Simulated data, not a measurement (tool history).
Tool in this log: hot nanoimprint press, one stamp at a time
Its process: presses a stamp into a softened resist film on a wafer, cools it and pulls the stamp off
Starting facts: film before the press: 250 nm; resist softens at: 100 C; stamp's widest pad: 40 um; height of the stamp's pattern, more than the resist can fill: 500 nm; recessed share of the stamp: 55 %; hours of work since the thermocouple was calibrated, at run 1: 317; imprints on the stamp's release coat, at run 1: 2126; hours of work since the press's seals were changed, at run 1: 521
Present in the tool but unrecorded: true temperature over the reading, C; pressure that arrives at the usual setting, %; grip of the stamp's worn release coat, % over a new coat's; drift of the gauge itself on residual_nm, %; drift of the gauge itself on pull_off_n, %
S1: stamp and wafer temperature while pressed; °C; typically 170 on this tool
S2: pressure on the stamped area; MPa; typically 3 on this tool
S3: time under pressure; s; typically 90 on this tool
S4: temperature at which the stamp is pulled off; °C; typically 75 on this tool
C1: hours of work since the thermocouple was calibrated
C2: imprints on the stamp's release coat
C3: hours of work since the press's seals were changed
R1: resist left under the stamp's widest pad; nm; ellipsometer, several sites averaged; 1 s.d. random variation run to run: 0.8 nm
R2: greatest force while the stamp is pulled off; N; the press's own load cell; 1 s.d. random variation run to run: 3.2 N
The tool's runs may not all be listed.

run	hour	S1	S2	S3	S4	C1	C2	C3	R1	R2
1	0	170	3	90	75	317	2126	521	111.4	192
# hour 11.1: stamp cleaned and given a new release coat
2	38.2	170	3	90	64	334	65	538	109.8	175
3	96.8	180	3	90	64	365	205	569	76.8	173
4	153.4	159	3	90	75	394	340	598	165.4	166
5	201.3	170	3	90	75	419	454	623	113.8	159
6	256.7	170	3	90	75	448	586	652	111.8	164
7	316.7	170	3	90	75	479	729	683	114.4	169
8	379.9	170	3	90	75	512	880	716	115.2	174
# hour 426.6: plate thermocouple calibrated
9	447.4	170	3	90	75	11	1034	749	117.4	171
10	481.3	170	3	49	75	28	1114	767	144.4	170
11	527.6	170	3	49	75	52	1225	791	144	179
12	559.7	170	3	90	75	69	1301	807	118.4	183
# hour 605.1: plate thermocouple calibrated, once more
13	631.4	170	3	90	75	14	1465	843	105.2	185
14	685.1	170	3	90	75	42	1594	871	106.5	173
15	744.4	170	3	90	75	72	1735	902	107.8	185
16	803.9	170	3	90	75	103	1877	933	108.8	184
17	834.6	178	4.63	145	80	119	1950	948	52.4	187
18	903.1	158	4.04	73	74	155	2113	984	162.1	194
# hour 918.5: stamp cleaned and given a new release coat
19	943.7	165	4.04	51	74	173	60	1002	142.8	157
20	995.2	168	3	88	75	199	183	1029	120.2	155
21	1054.2	168	3	88	75	230	323	1059	121.1	167
22	1104.5	168	3	88	75	256	443	1085	121.9	168
23	1142.6	174	2.17	52	79	276	534	1105	136.3	159
24	1183.7	170	3.69	82	75	297	632	1127	104.4	170
25	1223.4	170	4.26	90	75	318	727	1147	95.4	171
26	1263.5	181	2.84	114	61	339	823	1168	69.5	184
27	1307	160	2.17	71	75	361	926	1191	187.5	172
28	1354.2	160	2.17	71	75	386	1039	1215	192.1	174
29	1405	176	3	90	67	412	1160	1241	91.7	194
30	1440.8	176	3	90	67	431	1245	1260	91.9	190
31	1500.6	180	3	90	75	462	1388	1291	79.7	178

Pick out some run-to-run changes in R1. Of each, how much would a tool without hidden state show as well, from the settings, what came in and chance, and how much is left for the hidden state and any gauge scatter not in both results compared?
Run 3 -> 4: S1 180 -> 159, S4 64 -> 75. R1 +88.6 nm: hidden state +4.9, all else +83.7.
Run 12 -> 13: plate thermocouple calibrated, once more. R1 -13.2 nm: hidden state -11.8, all else -1.4.
Run 17 -> 18: S1 178 -> 158, S2 4.63 -> 4.04, S3 145 -> 73, S4 80 -> 74. R1 +109.7 nm: hidden state +4.4, all else +105.3.
Run 26 -> 27: S1 181 -> 160, S2 2.84 -> 2.17, S3 114 -> 71, S4 61 -> 75. R1 +118 nm: hidden state +4.1, all else +113.9.
Run 28 -> 29: S1 160 -> 176, S2 2.17 -> 3, S3 71 -> 90, S4 75 -> 67. R1 -100.4 nm: hidden state -1.6, all else -98.8.
